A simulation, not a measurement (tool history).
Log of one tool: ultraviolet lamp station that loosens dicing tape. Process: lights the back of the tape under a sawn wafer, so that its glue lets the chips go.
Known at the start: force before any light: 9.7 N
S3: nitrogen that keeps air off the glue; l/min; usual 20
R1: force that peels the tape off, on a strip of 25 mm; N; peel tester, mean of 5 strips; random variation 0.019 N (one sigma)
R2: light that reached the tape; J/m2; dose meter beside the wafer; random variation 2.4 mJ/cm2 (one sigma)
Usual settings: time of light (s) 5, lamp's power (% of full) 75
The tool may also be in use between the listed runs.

Run 1, hour 0.0: usual settings. Result: R1 0.940 N, R2 2690 J/m2.
Run 2, hour 86.9: usual settings. Result: R1 0.931 N, R2 2670 J/m2.
Run 3, hour 133.0: usual settings. Result: R1 0.936 N, R2 2700 J/m2.
Run 4, hour 207.4: usual settings. Result: R1 0.924 N, R2 2660 J/m2.
Run 5, hour 274.3: usual settings. Result: R1 0.956 N, R2 2670 J/m2.
Run 6, hour 319.7: usual settings. Result: R1 0.972 N, R2 2650 J/m2.
Run 7, hour 397.3: usual settings but lamp's power (% of full) 70. Result: R1 1.098 N, R2 2440 J/m2.
Run 8, hour 461.2: usual settings but lamp's power (% of full) 70. Result: R1 1.105 N, R2 2430 J/m2.
At hour 487.8: window cleaned of glue's vapour.
Run 9, hour 529.7: usual settings but lamp's power (% of full) 70. Result: R1 1.110 N, R2 2490 J/m2.
Run 10, hour 586.9: usual settings. Result: R1 0.930 N, R2 2620 J/m2.
Run 11, hour 648.9: usual settings. Result: R1 0.938 N, R2 2680 J/m2.
Run 12, hour 710.7: usual settings. Result: R1 0.958 N, R2 2650 J/m2.
Run 13, hour 764.3: usual settings but S3 13 l/min. Result: R1 1.218 N, R2 2650 J/m2.
Run 14, hour 810.8: usual settings. Result: R1 0.951 N, R2 2650 J/m2.
Run 15, hour 857.6: usual settings. Result: R1 0.926 N, R2 2660 J/m2.
Run 16, hour 917.3: usual settings but time of light (s) 8, lamp's power (% of full) 76, S3 11 l/min. Result: R1 0.465 N, R2 4290 J/m2.
Run 17, hour 977.4: usual settings but time of light (s) 8, lamp's power (% of full) 64, S3 11 l/min. Result: R1 0.687 N, R2 3600 J/m2.
Run 18, hour 1027.8: usual settings but time of light (s) 8, lamp's power (% of full) 64, S3 11 l/min. Result: R1 0.692 N, R2 3690 J/m2.
Run 19, hour 1074.8: usual settings but time of light (s) 8, lamp's power (% of full) 64, S3 11 l/min. Result: R1 0.698 N, R2 3610 J/m2.
At hour 1145.6: lamp changed.
Run 20, hour 1158.4: usual settings but lamp's power (% of full) 62, S3 8 l/min. Result: R1 2.093 N, R2 2230 J/m2.
Run 21, hour 1226.5: usual settings but time of light (s) 2, lamp's power (% of full) 81, S3 13 l/min. Result: R1 3.809 N, R2 1120 J/m2.
Run 22, hour 1276.6: usual settings but time of light (s) 2, lamp's power (% of full) 62, S3 17 l/min. Result: R1 4.541 N, R2 870 J/m2.
Run 23, hour 1348.2: usual settings but time of light (s) 6, lamp's power (% of full) 97, S3 6 l/min. Result: R1 0.829 N, R2 4120 J/m2.
Run 24, hour 1420.1: usual settings but time of light (s) 3, lamp's power (% of full) 97, S3 7 l/min. Result: R1 2.534 N, R2 2060 J/m2.
Run 25, hour 1487.4: usual settings but time of light (s) 3, lamp's power (% of full) 97, S3 7 l/min. Result: R1 2.533 N, R2 2070 J/m2.
Run 26, hour 1532.2: usual settings but time of light (s) 6, lamp's power (% of full) 61. Result: R1 1.008 N, R2 2600 J/m2.
Run 27, hour 1588.5: usual settings but time of light (s) 2, lamp's power (% of full) 78. Result: R1 3.576 N, R2 1090 J/m2.

Run 28 comes next. What will it give?
Run 28, hour 1662.3: usual settings but time of light (s) 2, lamp's power (% of full) 77. Result: R1 ?, R2 ?.

Run 28 gave R1 3.608 N, R2 1090 J/m2.
Without the tool's hidden state the same run would have given R1 3.596 N, R2 1090 J/m2.

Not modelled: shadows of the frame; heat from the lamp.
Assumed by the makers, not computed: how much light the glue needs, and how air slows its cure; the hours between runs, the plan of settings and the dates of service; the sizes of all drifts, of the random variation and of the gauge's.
